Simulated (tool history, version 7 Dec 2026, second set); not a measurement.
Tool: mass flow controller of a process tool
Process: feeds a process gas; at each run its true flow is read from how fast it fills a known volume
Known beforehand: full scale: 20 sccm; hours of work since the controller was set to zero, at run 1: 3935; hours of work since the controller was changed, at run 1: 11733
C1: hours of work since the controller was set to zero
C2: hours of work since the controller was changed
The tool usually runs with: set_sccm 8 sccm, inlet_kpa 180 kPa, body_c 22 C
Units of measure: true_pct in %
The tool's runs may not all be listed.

run 1 hour=0 | set_sccm=8 inlet_kpa=180 body_c=22 | C1=3935 C2=11733 | true_pct=98.96
run 2 hour=580.7 | set_sccm=8 inlet_kpa=180 body_c=22 | C1=4241 C2=12039 | true_pct=99.05
run 3 hour=957.9 | set_sccm=8 inlet_kpa=197 body_c=22 | C1=4440 C2=12237 | true_pct=99.2
run 4 hour=1300.6 | set_sccm=2 inlet_kpa=197 body_c=22 | C1=4620 C2=12418 | true_pct=98.52
run 5 hour=1759.3 | set_sccm=2 inlet_kpa=197 body_c=22 | C1=4862 C2=12659 | true_pct=98.61
run 6 hour=2013.8 | set_sccm=2 inlet_kpa=197 body_c=22 | C1=4996 C2=12793 | true_pct=98.73
run 7 hour=2331.4 | set_sccm=2 inlet_kpa=197 body_c=22 | C1=5163 C2=12961 | true_pct=98.75
run 8 hour=2615.9 | set_sccm=2 inlet_kpa=197 body_c=22 | C1=5313 C2=13111 | true_pct=98.8
run 9 hour=3154 | set_sccm=2 inlet_kpa=197 body_c=22 | C1=5596 C2=13394 | true_pct=98.8
run 10 hour=3398.3 | set_sccm=19 inlet_kpa=180 body_c=22 | C1=5725 C2=13523 | true_pct=100.63
-- hour=3723 controller exchanged for a calibrated one
run 11 hour=3878.6 | set_sccm=19 inlet_kpa=180 body_c=22 | C1=82 C2=82 | true_pct=100.61
run 12 hour=4172.7 | set_sccm=19 inlet_kpa=180 body_c=22 | C1=237 C2=237 | true_pct=100.74
run 13 hour=4669.4 | set_sccm=12 inlet_kpa=180 body_c=22 | C1=499 C2=499 | true_pct=100.05
run 14 hour=5147.2 | set_sccm=8 inlet_kpa=149 body_c=22 | C1=750 C2=750 | true_pct=99.58
run 15 hour=5598.9 | set_sccm=8 inlet_kpa=180 body_c=22 | C1=988 C2=988 | true_pct=99.72
run 16 hour=5946.5 | set_sccm=8 inlet_kpa=180 body_c=22 | C1=1171 C2=1171 | true_pct=99.75
run 17 hour=6403.6 | set_sccm=8 inlet_kpa=180 body_c=22 | C1=1412 C2=1412 | true_pct=99.84
run 18 hour=6676.5 | set_sccm=8 inlet_kpa=180 body_c=22 | C1=1556 C2=1556 | true_pct=99.88
run 19 hour=7143.3 | set_sccm=8 inlet_kpa=180 body_c=22 | C1=1801 C2=1801 | true_pct=99.92
run 20 hour=7632.4 | set_sccm=8 inlet_kpa=180 body_c=22 | C1=2059 C2=2059 | true_pct=99.92
run 21 hour=8154.1 | set_sccm=8 inlet_kpa=180 body_c=22 | C1=2334 C2=2334 | true_pct=100.1
run 22 hour=8488.2 | set_sccm=8 inlet_kpa=180 body_c=22 | C1=2510 C2=2510 | true_pct=100.12
run 23 hour=9007.1 | set_sccm=8 inlet_kpa=180 body_c=22 | C1=2783 C2=2783 | true_pct=100.16
run 24 hour=9336.9 | set_sccm=8 inlet_kpa=180 body_c=22 | C1=2957 C2=2957 | true_pct=100.26
run 25 hour=9764.4 | set_sccm=16 inlet_kpa=196 body_c=22 | C1=3182 C2=3182 | true_pct=101.22
run 26 hour=10146 | set_sccm=16 inlet_kpa=196 body_c=22 | C1=3383 C2=3383 | true_pct=101.25
run 27 hour=10730.2 | set_sccm=16 inlet_kpa=196 body_c=22 | C1=3691 C2=3691 | true_pct=101.36
run 28 hour=11205.1 | set_sccm=16 inlet_kpa=201 body_c=24 | C1=3941 C2=3941 | true_pct=101.22
run 29 hour=11774.4 | set_sccm=2 inlet_kpa=180 body_c=22 | C1=4241 C2=4241 | true_pct=99.83
run 30 hour=12091.6 | set_sccm=2 inlet_kpa=207 body_c=22 | C1=4408 C2=4408 | true_pct=100.09
run 31 hour=12540.5 | set_sccm=2 inlet_kpa=207 body_c=22 | C1=4644 C2=4644 | true_pct=100.24
run 32 hour=13026.4 | set_sccm=2 inlet_kpa=207 body_c=26 | C1=4900 C2=4900 | true_pct=99.8
run 33 hour=13473.5 | set_sccm=2 inlet_kpa=207 body_c=26 | C1=5136 C2=5136 | true_pct=99.72
run 34 hour=13810.6 | set_sccm=2 inlet_kpa=207 body_c=26 | C1=5313 C2=5313 | true_pct=99.74
run 35 hour=14193.5 | set_sccm=16 inlet_kpa=152 body_c=39 | C1=5515 C2=5515 | true_pct=99.55
run 36 hour=14666.4 | set_sccm=2 inlet_kpa=165 body_c=39 | C1=5764 C2=5764 | true_pct=98.11
run 37 hour=15259.6 | set_sccm=2 inlet_kpa=165 body_c=39 | C1=6076 C2=6076 | true_pct=98.21
run 38 hour=15529.9 | set_sccm=2 inlet_kpa=226 body_c=21 | C1=6219 C2=6219 | true_pct=100.73
run 39 hour=15960.5 | set_sccm=8 inlet_kpa=180 body_c=21 | C1=6445 C2=6445 | true_pct=101.22
run 40 hour=16324.4 | set_sccm=8 inlet_kpa=146 body_c=24 | C1=6637 C2=6637 | true_pct=100.72
-- hour=16665.4 gauge calibrated
run 41 hour=16807.1 | set_sccm=6 inlet_kpa=146 body_c=24 | C1=6891 C2=6891 | true_pct=98.41
run 42 hour=17253.2 | set_sccm=6 inlet_kpa=146 body_c=24 | C1=7126 C2=7126 | true_pct=98.44
run 43 hour=17540.9 | set_sccm=8 inlet_kpa=149 body_c=22 | C1=7278 C2=7278 | true_pct=98.92
run 44 hour=17798.5 | set_sccm=3 inlet_kpa=250 body_c=26 | C1=7413 C2=7413 | true_pct=98.42
-- hour=18049.2 controller's zero set anew
run 45 hour=18067.9 | set_sccm=6 inlet_kpa=250 body_c=21 | C1=10 C2=7555 | true_pct=99.46
run 46 hour=18458.4 | set_sccm=6 inlet_kpa=250 body_c=21 | C1=216 C2=7761 | true_pct=99.46
run 47 hour=18908.8 | set_sccm=6 inlet_kpa=209 body_c=33 | C1=453 C2=7998 | true_pct=97.9

Each row is a separate what-if for the run after 47, all from the same tool condition, not one after another. Results?
run A hour=19201.3 | set_sccm=6 inlet_kpa=209 body_c=27 | C1=607 C2=8152 | true_pct=?
run B hour=19201.3 | set_sccm=14 inlet_kpa=209 body_c=39 | C1=607 C2=8152 | true_pct=?
run C hour=19201.3 | set_sccm=8 inlet_kpa=142 body_c=28 | C1=607 C2=8152 | true_pct=?
run D hour=19201.3 | set_sccm=7 inlet_kpa=150 body_c=24 | C1=607 C2=8152 | true_pct=?

run=A true_pct=98.69
run=B true_pct=98.08
run=C true_pct=98.47
run=D true_pct=98.76
What these runs would have given with no unlogged condition in the tool:
run=A true_pct=98.36
run=B true_pct=97.75
run=C true_pct=98.14
run=D true_pct=98.42

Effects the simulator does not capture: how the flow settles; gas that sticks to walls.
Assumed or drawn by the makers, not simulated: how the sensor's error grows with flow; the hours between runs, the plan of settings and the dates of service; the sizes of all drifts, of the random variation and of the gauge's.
